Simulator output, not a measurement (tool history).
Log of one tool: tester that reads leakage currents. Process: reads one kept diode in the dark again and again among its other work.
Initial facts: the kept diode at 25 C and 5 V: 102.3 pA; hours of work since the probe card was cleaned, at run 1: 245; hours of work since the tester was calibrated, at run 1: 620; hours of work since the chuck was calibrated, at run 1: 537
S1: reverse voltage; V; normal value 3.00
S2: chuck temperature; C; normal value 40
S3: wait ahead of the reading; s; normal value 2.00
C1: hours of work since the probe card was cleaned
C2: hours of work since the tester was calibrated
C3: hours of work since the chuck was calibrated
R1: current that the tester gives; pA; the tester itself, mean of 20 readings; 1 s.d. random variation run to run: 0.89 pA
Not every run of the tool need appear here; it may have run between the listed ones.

run   hour     S1  S2    S3   C1   C2   C3      R1
  1    0.0   3.00  40  2.00  245  620  537  285.61
  2   12.9   3.00  40  2.00  252  626  544  284.85
  3   28.4   3.00  40  0.37  259  634  552  286.36
  4   42.0   3.00  40  0.37  266  641  559  286.57
  5   57.7   3.00  40  0.37  274  649  567  286.33
  6   85.7   3.00  40  0.37  288  663  581  284.42
  7   99.0   3.00  24  0.37  295  670  587   68.48
  8  124.7   3.00  40  2.00  308  683  600  283.06
  9  144.5   3.00  43  4.31  318  693  611  364.73
 10  162.8   7.61  20  2.53  328  702  620   78.24
 11  177.8   2.08  40  1.75  335  710  627  232.33
 12  206.3   2.30  32  3.36  350  724  642  122.06
 13  221.5  13.41  40  1.75  357  732  650  644.89
 14  243.5  17.60  28  8.10  368  743  661  260.47
 15  270.5  17.60  28  8.10  382  757  674  261.46

Predict each of these 4 candidate next runs independently; none follows another, all start after run 15:
  A  284.6  18.26  40  2.00  389  764  682   ?
  B  284.6   3.00  59  0.58  389  764  682   ?
  C  284.6   1.42  59  2.69  389  764  682   ?
  D  284.6  17.60  28  0.91  389  764  682   ?

run       R1
  A   761.20
  B  1299.91
  C   866.93
  D   263.50
The same runs, with their run-to-run variation unchanged, on a tool lacking any hidden condition would have given:
run       R1
  A   793.39
  B  1359.05
  C   906.62
  D   270.94
